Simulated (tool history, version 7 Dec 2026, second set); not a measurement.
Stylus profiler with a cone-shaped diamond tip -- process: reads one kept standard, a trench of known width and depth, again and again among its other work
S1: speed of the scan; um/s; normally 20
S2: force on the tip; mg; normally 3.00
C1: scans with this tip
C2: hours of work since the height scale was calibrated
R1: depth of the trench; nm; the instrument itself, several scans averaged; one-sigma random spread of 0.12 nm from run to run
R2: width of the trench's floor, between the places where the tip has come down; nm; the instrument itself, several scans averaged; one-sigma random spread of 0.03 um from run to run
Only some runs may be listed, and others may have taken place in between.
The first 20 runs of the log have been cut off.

run	hour	S1	S2	C1	C2	R1	R2
21	1238.8	5	1.01	9166	681	502.67	27310
22	1310.9	5	1.01	9599	713	502.80	27320
23	1362.4	77	5.79	9908	736	508.57	27250
24	1425.4	77	5.79	10287	764	508.38	27240
25	1513.0	27	8.17	10812	803	510.54	27340
26	1597.9	7	1.16	11322	841	502.81	27330
27	1666.8	7	1.16	11736	872	502.94	27310
28	1734.7	7	4.72	12143	902	507.55	27270

Predict the results of run 29:
29	1792.4	27	7.86	12490	928	?	?

Logged for run 29: R1 510.47 nm, R2 27280 nm.
With no hidden state in the tool, this same run would have given R1 510.44 nm, R2 27320 nm.
